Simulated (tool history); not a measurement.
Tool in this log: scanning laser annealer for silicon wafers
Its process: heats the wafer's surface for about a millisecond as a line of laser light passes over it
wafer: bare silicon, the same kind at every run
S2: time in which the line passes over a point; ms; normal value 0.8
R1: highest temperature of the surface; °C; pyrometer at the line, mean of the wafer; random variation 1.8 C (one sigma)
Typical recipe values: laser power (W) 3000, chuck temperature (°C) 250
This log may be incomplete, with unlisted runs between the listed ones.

run 1 day=0 | laser_power_(W)=3000 S2=0.8 chuck_temperature_(°C)=250 | R1=1060
run 2 day=2.142 | laser_power_(W)=3000 S2=0.8 chuck_temperature_(°C)=250 | R1=1061
run 3 day=4.1 | laser_power_(W)=3000 S2=0.8 chuck_temperature_(°C)=250 | R1=1062
-- day=6.129 window over the wafer cleaned
run 4 day=8.142 | laser_power_(W)=3000 S2=0.8 chuck_temperature_(°C)=250 | R1=1065
run 5 day=10.079 | laser_power_(W)=2834 S2=0.8 chuck_temperature_(°C)=250 | R1=1014
run 6 day=13.629 | laser_power_(W)=3000 S2=0.705 chuck_temperature_(°C)=250 | R1=1012
run 7 day=15.488 | laser_power_(W)=3000 S2=0.705 chuck_temperature_(°C)=250 | R1=1011
run 8 day=19.275 | laser_power_(W)=3075 S2=0.8 chuck_temperature_(°C)=250 | R1=1085
run 9 day=21.783 | laser_power_(W)=3075 S2=0.8 chuck_temperature_(°C)=250 | R1=1088
run 10 day=25.617 | laser_power_(W)=3214 S2=0.8 chuck_temperature_(°C)=250 | R1=1125
run 11 day=28.304 | laser_power_(W)=3214 S2=0.8 chuck_temperature_(°C)=250 | R1=1130
run 12 day=30.871 | laser_power_(W)=2669 S2=0.8 chuck_temperature_(°C)=250 | R1=965

What will run 13 give?
run 13 day=32.738 | laser_power_(W)=3000 S2=0.61 chuck_temperature_(°C)=275 | R1=?

R1: 983 °C
On a tool with no hidden condition, and with the same random variation, this run would have come out at R1 984 °C.
